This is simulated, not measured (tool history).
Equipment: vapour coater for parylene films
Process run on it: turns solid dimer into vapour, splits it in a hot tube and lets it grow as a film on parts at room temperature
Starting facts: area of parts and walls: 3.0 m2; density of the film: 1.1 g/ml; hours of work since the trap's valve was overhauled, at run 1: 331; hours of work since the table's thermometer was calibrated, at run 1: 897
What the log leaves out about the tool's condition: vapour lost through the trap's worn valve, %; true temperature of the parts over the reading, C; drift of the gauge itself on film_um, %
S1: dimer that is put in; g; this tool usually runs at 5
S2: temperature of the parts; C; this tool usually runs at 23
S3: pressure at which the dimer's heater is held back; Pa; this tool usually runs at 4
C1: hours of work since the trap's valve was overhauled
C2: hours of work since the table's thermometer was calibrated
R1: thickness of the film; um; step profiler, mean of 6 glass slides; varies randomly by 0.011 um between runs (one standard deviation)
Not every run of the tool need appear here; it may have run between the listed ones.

run,hour,S1,S2,S3,C1,C2,R1
1,0,5,23,4,331,897,0.78
2,32.1,5,23,8.06,344,910,0.67
3,70,5,16,8.06,359,926,0.86
4,103.4,5,23,4,373,939,0.78
5,133,5,23,4,385,951,0.77
6,171.5,5,23,4,400,967,0.78
7,226.3,5,23,4,422,989,0.77
8,259.3,5,20,4,436,1002,0.87
9,298.4,5,18,6.47,452,1018,0.81
# hour 326.8: trap's valve overhauled
10,348.2,5,18,6.47,9,1036,0.84
11,387.1,6,24,7.63,24,1052,0.76
12,432.2,9,22,7.63,43,1070,1.28
13,481.4,8,27,7.63,62,1090,0.91
14,509.8,4,24,7.73,74,1102,0.51

Each row is a separate what-if for the run after 14, all from the same tool condition, not one after another. Results?
A,541,5,23,8.15,86,1114,?
B,541,4,23,4,86,1114,?
C,541,5,23,7.5,86,1114,?

run,R1
A,0.66
B,0.65
C,0.69
Take away the tool's hidden state, keep each run's random variation, and the runs would have read:
run,R1
A,0.66
B,0.65
C,0.69

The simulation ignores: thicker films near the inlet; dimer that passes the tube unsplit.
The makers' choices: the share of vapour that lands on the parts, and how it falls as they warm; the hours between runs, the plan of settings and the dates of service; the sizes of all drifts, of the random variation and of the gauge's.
